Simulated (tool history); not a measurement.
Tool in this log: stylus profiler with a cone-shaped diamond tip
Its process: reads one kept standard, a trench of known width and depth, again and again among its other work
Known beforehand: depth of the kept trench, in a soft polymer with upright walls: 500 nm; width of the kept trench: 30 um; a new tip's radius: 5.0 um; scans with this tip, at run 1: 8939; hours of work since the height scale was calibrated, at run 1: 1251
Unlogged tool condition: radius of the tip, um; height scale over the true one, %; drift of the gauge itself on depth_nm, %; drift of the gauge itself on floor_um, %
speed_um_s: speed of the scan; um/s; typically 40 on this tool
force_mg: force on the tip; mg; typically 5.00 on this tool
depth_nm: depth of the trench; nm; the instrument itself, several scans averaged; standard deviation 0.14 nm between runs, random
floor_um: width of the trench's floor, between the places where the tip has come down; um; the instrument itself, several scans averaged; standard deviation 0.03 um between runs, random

run,hour,speed_um_s,force_mg,scans with this tip,hours of work since the height scale was calibrated,depth_nm,floor_um
1,0.0,40,5.00,8939,1251,512.85,25.51
2,48.0,26,5.00,9092,1273,512.76,25.59
3,100.8,26,5.00,9261,1296,513.05,25.59
4,167.3,73,5.00,9473,1326,513.05,25.37
5,228.8,73,5.00,9669,1353,512.88,25.41
6,282.9,73,5.00,9842,1378,512.80,25.36
7,324.4,73,5.00,9974,1396,513.11,25.35
8,385.5,73,5.00,10169,1423,512.90,25.41
9,439.1,40,5.00,10340,1447,512.82,25.50
10,498.9,40,5.00,10531,1474,513.05,25.44
11,569.3,41,5.00,10755,1505,513.18,25.52
12,618.2,41,5.00,10911,1527,513.33,25.48
13,692.7,40,5.00,11149,1561,513.12,25.55
# hour 738.2: height scale calibrated on a step standard
14,770.5,40,5.00,11395,14,512.93,25.50
15,811.2,40,5.00,11525,33,513.03,25.50
16,855.8,40,5.00,11667,53,513.06,25.51
17,914.9,40,5.00,11856,79,513.22,25.48
18,955.4,40,1.90,11985,97,507.01,25.45
19,991.8,40,5.00,12101,113,512.91,25.49
20,1062.2,79,5.00,12326,145,513.06,25.39
21,1106.5,79,5.00,12467,164,512.93,25.36
22,1139.1,79,5.00,12571,179,512.97,25.34
23,1216.0,79,5.00,12817,213,513.07,25.39
24,1292.5,37,12.30,13061,247,523.73,25.55
25,1360.8,38,6.36,13278,278,515.32,25.54
26,1394.5,21,3.84,13386,293,510.71,25.59
27,1450.9,54,5.00,13566,318,513.07,25.51
28,1507.6,127,5.61,13747,344,514.00,25.27
29,1570.2,34,3.20,13946,372,509.23,25.51
30,1634.1,34,3.20,14150,400,509.50,25.49
31,1675.8,34,3.20,14283,419,509.82,25.45
32,1736.5,33,1.87,14477,446,506.89,25.47
33,1799.0,33,1.87,14676,474,506.79,25.44
34,1870.3,40,12.10,14904,505,523.57,25.55
35,1925.1,40,12.10,15078,530,523.47,25.59
36,1984.7,16,5.00,15269,557,513.14,25.58
37,2049.9,62,10.91,15477,586,521.86,25.45
38,2086.0,62,10.91,15592,602,521.98,25.56
39,2120.9,124,10.31,15703,617,521.20,25.42
40,2177.9,27,3.65,15885,643,510.33,25.57
41,2231.2,11,4.03,16055,667,511.30,25.57
42,2274.3,10,2.10,16192,686,507.52,25.54
# hour 2335.2: new tip fitted, height scale calibrated
43,2342.8,30,2.98,24,3,509.03,25.50
44,2403.8,68,2.50,219,31,508.11,25.37
45,2449.3,40,4.27,364,51,511.85,25.49
46,2490.5,40,4.27,495,69,511.68,25.46

4 options for the next run, each taken on its own from the tool as it stands now. Forecast them:
A,2527.3,53,1.89,613,86,?,?
B,2527.3,40,3.65,613,86,?,?
C,2527.3,37,9.15,613,86,?,?
D,2527.3,40,2.79,613,86,?,?

run,depth_nm,floor_um
A,506.85,25.36
B,510.56,25.46
C,519.63,25.54
D,508.85,25.47
Without the tool's unlogged condition, the same runs would have read:
run,depth_nm,floor_um
A,506.85,25.36
B,510.56,25.46
C,519.64,25.54
D,508.85,25.47
